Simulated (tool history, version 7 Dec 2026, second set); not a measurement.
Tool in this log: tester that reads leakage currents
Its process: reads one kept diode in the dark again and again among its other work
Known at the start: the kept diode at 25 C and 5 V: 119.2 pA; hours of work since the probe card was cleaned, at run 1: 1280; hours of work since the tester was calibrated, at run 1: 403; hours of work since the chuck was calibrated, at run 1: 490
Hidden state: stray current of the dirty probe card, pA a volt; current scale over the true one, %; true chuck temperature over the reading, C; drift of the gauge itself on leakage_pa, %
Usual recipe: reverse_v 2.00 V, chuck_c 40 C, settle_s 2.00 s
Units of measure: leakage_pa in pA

| run | hour | reverse_v | chuck_c | settle_s | hours of work since the probe card was cleaned | hours of work since the tester was calibrated | hours of work since the chuck was calibrated | leakage_pa |
|---|---|---|---|---|---|---|---|---|
| 1 | 0.0 | 2.00 | 40 | 2.00 | 1280 | 403 | 490 | 231.01 |
| 2 | 171.3 | 2.00 | 40 | 2.00 | 1416 | 539 | 626 | 227.76 |
|  | 250.2 | probe card cleaned and baked |
| 3 | 428.9 | 2.00 | 40 | 2.00 | 142 | 741 | 828 | 221.99 |
|  | 659.3 | chuck's temperature calibrated |
| 4 | 692.9 | 2.00 | 40 | 2.00 | 349 | 949 | 27 | 233.49 |
| 5 | 854.0 | 2.00 | 40 | 2.00 | 477 | 1076 | 154 | 232.42 |
| 6 | 1108.3 | 2.00 | 40 | 2.00 | 679 | 1278 | 356 | 228.28 |
| 7 | 1362.8 | 2.00 | 59 | 2.00 | 880 | 1480 | 558 | 794.91 |
| 8 | 1619.1 | 2.00 | 24 | 2.00 | 1084 | 1683 | 761 | 70.55 |
| 9 | 1797.0 | 2.00 | 24 | 2.00 | 1225 | 1824 | 902 | 69.90 |
|  | 1927.2 | chuck's temperature calibrated |
| 10 | 1939.7 | 2.00 | 24 | 2.00 | 1336 | 1935 | 10 | 75.24 |
| 11 | 2061.7 | 2.00 | 49 | 2.00 | 1433 | 2032 | 107 | 429.53 |
|  | 2114.0 | probe card cleaned and baked |
| 12 | 2257.4 | 2.00 | 32 | 2.00 | 114 | 2185 | 259 | 126.98 |
| 13 | 2398.8 | 2.00 | 32 | 2.00 | 226 | 2297 | 372 | 126.04 |
| 14 | 2509.7 | 2.00 | 40 | 0.48 | 314 | 2385 | 459 | 224.66 |
| 15 | 2642.9 | 2.00 | 40 | 0.48 | 419 | 2491 | 565 | 222.23 |
| 16 | 2790.0 | 2.00 | 40 | 0.48 | 536 | 2607 | 682 | 220.10 |
| 17 | 2982.0 | 2.00 | 44 | 2.00 | 688 | 2759 | 834 | 286.36 |
| 18 | 3178.7 | 9.09 | 36 | 3.81 | 844 | 2915 | 990 | 349.87 |
|  | 3201.0 | chuck's temperature calibrated |
| 19 | 3441.2 | 12.19 | 36 | 0.74 | 1051 | 3122 | 190 | 443.79 |
| 20 | 3559.1 | 5.58 | 36 | 2.12 | 1144 | 3215 | 284 | 293.47 |

Forecast run 21:
| 21 | 3741.6 | 3.07 | 34 | 2.33 | 1289 | 3360 | 429 | ? |

Run 21 produced leakage_pa 185.71 pA.
The same run, on a tool lacking any hidden state, would have yielded leakage_pa 185.41 pA.

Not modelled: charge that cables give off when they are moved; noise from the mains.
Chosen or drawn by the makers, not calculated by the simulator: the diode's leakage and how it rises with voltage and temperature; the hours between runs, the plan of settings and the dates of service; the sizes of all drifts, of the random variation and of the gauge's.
